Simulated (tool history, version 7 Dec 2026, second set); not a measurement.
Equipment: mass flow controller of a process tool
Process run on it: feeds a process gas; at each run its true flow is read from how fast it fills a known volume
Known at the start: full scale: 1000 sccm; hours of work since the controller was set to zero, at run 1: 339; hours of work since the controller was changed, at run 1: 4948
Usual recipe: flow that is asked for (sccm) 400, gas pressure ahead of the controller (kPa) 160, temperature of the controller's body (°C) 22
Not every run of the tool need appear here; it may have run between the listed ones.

run    hour  flow that is asked for (sccm)  gas pressure ahead of the controller (kPa)  temperature of the controller's body (°C)  hours of work since the controller was set to zero  hours of work since the controller was changed  true flow (%)
  1     0.0                            400                                         160                                         22                                                 339                                            4948          98.94
  2   192.5                            400                                         160                                         22                                                 456                                            5065          98.92
  3   295.0                            400                                         160                                         23                                                 518                                            5127          98.64
  4   517.0                            400                                         160                                         23                                                 653                                            5262          98.60
  5   712.3                            400                                         160                                         23                                                 771                                            5380          98.62
  6   825.7                            400                                         160                                         22                                                 840                                            5449          98.42
  7   966.7                            400                                         160                                         22                                                 925                                            5534          98.38
  8  1064.6                            400                                         160                                         32                                                 985                                            5594          97.83
  9  1207.7                            400                                         160                                         22                                                1071                                            5680          98.15
 10  1428.2                            547                                         160                                         22                                                1205                                            5814          98.45
 11  1629.4                            286                                         160                                         35                                                1327                                            5936          97.11
 12  1748.1                            286                                         174                                         33                                                1399                                            6008          97.17
 13  1872.3                            400                                         160                                         34                                                1474                                            6083          97.14
 14  2030.8                            143                                         186                                         34                                                1571                                            6179          96.71
 15  2237.9                            400                                         140                                         36                                                1696                                            6305          96.79
 16  2446.1                            165                                         149                                         20                                                1822                                            6431          97.12
 17  2577.6                            165                                         149                                         20                                                1902                                            6511          97.14
 18  2774.3                            400                                         160                                         25                                                2021                                            6630          97.27

Below are 5 alternative next runs, each starting from the tool's condition after run 18. Predict each:
  A  2874.2                            212                                         160                                         25                                                2082                                            6691              ?
  B  2874.2                            112                                         166                                         22                                                2082                                            6691              ?
  C  2874.2                            202                                         165                                         32                                                2082                                            6691              ?
  D  2874.2                            461                                         160                                         22                                                2082                                            6691              ?
  E  2874.2                            245                                         160                                         25                                                2082                                            6691              ?

run  true flow (%)
  A          96.87
  B          96.79
  C          96.32
  D          97.34
  E          96.86
Without the tool's hidden state the same runs would have given:
run  true flow (%)
  A          98.57
  B          98.50
  C          98.01
  D          99.04
  E          98.57
